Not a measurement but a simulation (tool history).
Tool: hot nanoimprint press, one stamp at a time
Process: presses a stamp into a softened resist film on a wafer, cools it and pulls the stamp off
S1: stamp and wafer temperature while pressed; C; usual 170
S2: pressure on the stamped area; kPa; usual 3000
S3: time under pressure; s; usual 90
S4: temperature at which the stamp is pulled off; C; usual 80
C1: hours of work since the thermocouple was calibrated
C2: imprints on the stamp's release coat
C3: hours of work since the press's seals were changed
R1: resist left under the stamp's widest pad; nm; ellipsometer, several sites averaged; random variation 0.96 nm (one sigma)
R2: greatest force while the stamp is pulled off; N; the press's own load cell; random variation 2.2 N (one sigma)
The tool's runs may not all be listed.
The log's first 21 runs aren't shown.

| run | hour | S1 | S2 | S3 | S4 | C1 | C2 | C3 | R1 | R2 |
|---|---|---|---|---|---|---|---|---|---|---|
| 22 | 1031.3 | 166 | 3750 | 100 | 77 | 433 | 448 | 153 | 143.8 | 105 |
| 23 | 1080.3 | 166 | 3750 | 100 | 77 | 467 | 583 | 188 | 144.9 | 110 |
| 24 | 1143.6 | 166 | 3750 | 100 | 77 | 512 | 758 | 232 | 144.6 | 113 |
| 25 | 1183.1 | 176 | 4220 | 90 | 80 | 539 | 866 | 260 | 103.6 | 107 |
| 26 | 1244.3 | 176 | 4220 | 90 | 78 | 582 | 1035 | 303 | 103.9 | 113 |
|  | 1251.1 | plate thermocouple calibrated |
| 27 | 1275.6 | 170 | 3000 | 90 | 67 | 17 | 1113 | 323 | 139.2 | 127 |
|  | 1298.3 | stamp cleaned and given a new release coat |
| 28 | 1329.3 | 170 | 3000 | 90 | 67 | 51 | 85 | 356 | 140.9 | 118 |
| 29 | 1397.4 | 170 | 3000 | 90 | 73 | 99 | 273 | 404 | 140 | 109 |
| 30 | 1462.4 | 170 | 3000 | 90 | 73 | 144 | 452 | 450 | 141.3 | 112 |

Forecast each of these 4 alternatives for the next run:
| A | 1511.2 | 170 | 3000 | 90 | 77 | 179 | 586 | 484 | ? | ? |
| B | 1511.2 | 174 | 3890 | 106 | 73 | 179 | 586 | 484 | ? | ? |
| C | 1511.2 | 177 | 3000 | 98 | 80 | 179 | 586 | 484 | ? | ? |
| D | 1511.2 | 170 | 1970 | 73 | 74 | 179 | 586 | 484 | ? | ? |

| run | R1 | R2 |
|---|---|---|
| A | 140.1 | 109 |
| B | 105.2 | 115 |
| C | 110.3 | 104 |
| D | 173.6 | 113 |
Without the tool's hidden state the same runs would have given:
| run | R1 | R2 |
|---|---|---|
| A | 136.6 | 103 |
| B | 101.7 | 108 |
| C | 107.2 | 97 |
| D | 170.9 | 106 |

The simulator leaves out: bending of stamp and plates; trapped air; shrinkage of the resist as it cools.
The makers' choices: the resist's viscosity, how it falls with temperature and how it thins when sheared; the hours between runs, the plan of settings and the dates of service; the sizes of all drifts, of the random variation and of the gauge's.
